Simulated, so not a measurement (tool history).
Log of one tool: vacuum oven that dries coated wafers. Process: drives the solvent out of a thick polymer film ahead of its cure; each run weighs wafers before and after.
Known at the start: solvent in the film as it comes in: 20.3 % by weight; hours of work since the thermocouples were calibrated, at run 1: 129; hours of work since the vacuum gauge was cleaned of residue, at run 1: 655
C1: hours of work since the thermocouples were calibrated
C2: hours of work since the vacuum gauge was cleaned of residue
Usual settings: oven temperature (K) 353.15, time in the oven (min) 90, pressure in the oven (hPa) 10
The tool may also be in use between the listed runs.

run 1 hour=0 | oven_temperature_(K)=353.15 time_in_the_oven_(min)=90 pressure_in_the_oven_(hPa)=10 | C1=129 C2=655 | solvent_left_in_the_film_(%)=4.54
run 2 hour=22.8 | oven_temperature_(K)=353.15 time_in_the_oven_(min)=90 pressure_in_the_oven_(hPa)=10 | C1=145 C2=670 | solvent_left_in_the_film_(%)=4.58
run 3 hour=58.1 | oven_temperature_(K)=353.15 time_in_the_oven_(min)=90 pressure_in_the_oven_(hPa)=10 | C1=169 C2=695 | solvent_left_in_the_film_(%)=4.61
run 4 hour=93.1 | oven_temperature_(K)=353.15 time_in_the_oven_(min)=90 pressure_in_the_oven_(hPa)=10 | C1=193 C2=719 | solvent_left_in_the_film_(%)=4.7
run 5 hour=132.1 | oven_temperature_(K)=353.15 time_in_the_oven_(min)=90 pressure_in_the_oven_(hPa)=10 | C1=220 C2=745 | solvent_left_in_the_film_(%)=4.67
run 6 hour=164.3 | oven_temperature_(K)=361.15 time_in_the_oven_(min)=49 pressure_in_the_oven_(hPa)=10.9 | C1=242 C2=768 | solvent_left_in_the_film_(%)=5.24
-- hour=167.5 vacuum gauge cleaned of residue and calibrated
run 7 hour=203.4 | oven_temperature_(K)=347.15 time_in_the_oven_(min)=49 pressure_in_the_oven_(hPa)=10.4 | C1=268 C2=25 | solvent_left_in_the_film_(%)=10.32
-- hour=233.1 vacuum gauge cleaned of residue and calibrated, once more
run 8 hour=233.1 | oven_temperature_(K)=347.15 time_in_the_oven_(min)=49 pressure_in_the_oven_(hPa)=10.4 | C1=288 C2=0 | solvent_left_in_the_film_(%)=9.84
run 9 hour=265 | oven_temperature_(K)=358.15 time_in_the_oven_(min)=46 pressure_in_the_oven_(hPa)=33 | C1=310 C2=22 | solvent_left_in_the_film_(%)=8.15
run 10 hour=283.5 | oven_temperature_(K)=347.15 time_in_the_oven_(min)=112 pressure_in_the_oven_(hPa)=9.7 | C1=322 C2=35 | solvent_left_in_the_film_(%)=5.29

Measured less the same run without the tool's hidden state. The same run-to-run variation is in both; the gauge's scatter may not be:
The hidden state here: true wafer temperature over the reading, C; true pressure over the reading, kPa; drift of the gauge itself on solvent_pct, %.
run=1 solvent_left_in_the_film_(%)=+0.46
run=2 solvent_left_in_the_film_(%)=+0.48
run=3 solvent_left_in_the_film_(%)=+0.51
run=4 solvent_left_in_the_film_(%)=+0.54
run=5 solvent_left_in_the_film_(%)=+0.58
run=6 solvent_left_in_the_film_(%)=+0.5
run=7 solvent_left_in_the_film_(%)=+0.65
run=8 solvent_left_in_the_film_(%)=+0.26
run=9 solvent_left_in_the_film_(%)=+0.31
run=10 solvent_left_in_the_film_(%)=+0.31
